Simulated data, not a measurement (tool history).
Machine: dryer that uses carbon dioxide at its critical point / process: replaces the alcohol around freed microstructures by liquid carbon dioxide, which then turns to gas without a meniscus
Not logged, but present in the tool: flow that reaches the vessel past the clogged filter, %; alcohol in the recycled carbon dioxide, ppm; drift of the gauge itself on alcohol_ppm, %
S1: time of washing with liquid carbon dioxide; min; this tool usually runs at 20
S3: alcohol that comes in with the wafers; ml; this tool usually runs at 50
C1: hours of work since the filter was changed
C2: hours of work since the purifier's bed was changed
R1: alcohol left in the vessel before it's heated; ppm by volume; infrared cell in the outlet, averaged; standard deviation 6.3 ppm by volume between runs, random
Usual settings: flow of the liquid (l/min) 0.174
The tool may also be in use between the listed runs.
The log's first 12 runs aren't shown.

{"run": 13, "hour": 86.6, "S1": 20, "flow of the liquid (l/min)": 0.174, "S3": 50, "C1": 138, "C2": 121, "R1": 303}
{"run": 14, "hour": 92.9, "S1": 20, "flow of the liquid (l/min)": 0.201, "S3": 50, "C1": 142, "C2": 125, "R1": 136}
{"run": 15, "hour": 101.7, "S1": 20, "flow of the liquid (l/min)": 0.174, "S3": 50, "C1": 148, "C2": 130, "R1": 316}
{"run": 16, "hour": 108.8, "S1": 20, "flow of the liquid (l/min)": 0.174, "S3": 50, "C1": 152, "C2": 135, "R1": 295}
{"run": 17, "hour": 113.0, "S1": 20, "flow of the liquid (l/min)": 0.174, "S3": 50, "C1": 155, "C2": 138, "R1": 311}
{"run": 18, "hour": 121.4, "S1": 20, "flow of the liquid (l/min)": 0.174, "S3": 50, "C1": 160, "C2": 143, "R1": 318}
{"run": 19, "hour": 130.6, "S1": 20, "flow of the liquid (l/min)": 0.174, "S3": 50, "C1": 166, "C2": 149, "R1": 310}
{"run": 20, "hour": 135.7, "S1": 20, "flow of the liquid (l/min)": 0.184, "S3": 50, "C1": 169, "C2": 152, "R1": 239}
{"run": 21, "hour": 144.8, "S1": 20, "flow of the liquid (l/min)": 0.184, "S3": 50, "C1": 175, "C2": 158, "R1": 236}
{"run": 22, "hour": 150.2, "S1": 14, "flow of the liquid (l/min)": 0.121, "S3": 42, "C1": 178, "C2": 161, "R1": 4613}
{"run": 23, "hour": 154.4, "S1": 14, "flow of the liquid (l/min)": 0.121, "S3": 42, "C1": 181, "C2": 164, "R1": 4772}
{"run": 24, "hour": 158.8, "S1": 14, "flow of the liquid (l/min)": 0.121, "S3": 42, "C1": 184, "C2": 166, "R1": 4673}
{"run": 25, "hour": 163.8, "S1": 25, "flow of the liquid (l/min)": 0.174, "S3": 43, "C1": 187, "C2": 170, "R1": 78}
{"run": 26, "hour": 168.8, "S1": 25, "flow of the liquid (l/min)": 0.174, "S3": 43, "C1": 190, "C2": 173, "R1": 72}
{"run": 27, "hour": 175.7, "S1": 25, "flow of the liquid (l/min)": 0.174, "S3": 43, "C1": 194, "C2": 177, "R1": 70}
{"run": 28, "hour": 180.5, "S1": 20, "flow of the liquid (l/min)": 0.233, "S3": 115, "C1": 197, "C2": 180, "R1": 137}
{"run": 29, "hour": 188.0, "S1": 18, "flow of the liquid (l/min)": 0.174, "S3": 73, "C1": 202, "C2": 185, "R1": 802}
{"run": 30, "hour": 196.9, "S1": 18, "flow of the liquid (l/min)": 0.174, "S3": 73, "C1": 208, "C2": 190, "R1": 831}

Forecast run 31:
{"run": 31, "hour": 205.9, "S1": 18, "flow of the liquid (l/min)": 0.174, "S3": 73, "C1": 213, "C2": 196, "R1": "?"}

R1: 809 ppm by volume
With no hidden state in the tool, this same run would have given R1 658 ppm by volume.

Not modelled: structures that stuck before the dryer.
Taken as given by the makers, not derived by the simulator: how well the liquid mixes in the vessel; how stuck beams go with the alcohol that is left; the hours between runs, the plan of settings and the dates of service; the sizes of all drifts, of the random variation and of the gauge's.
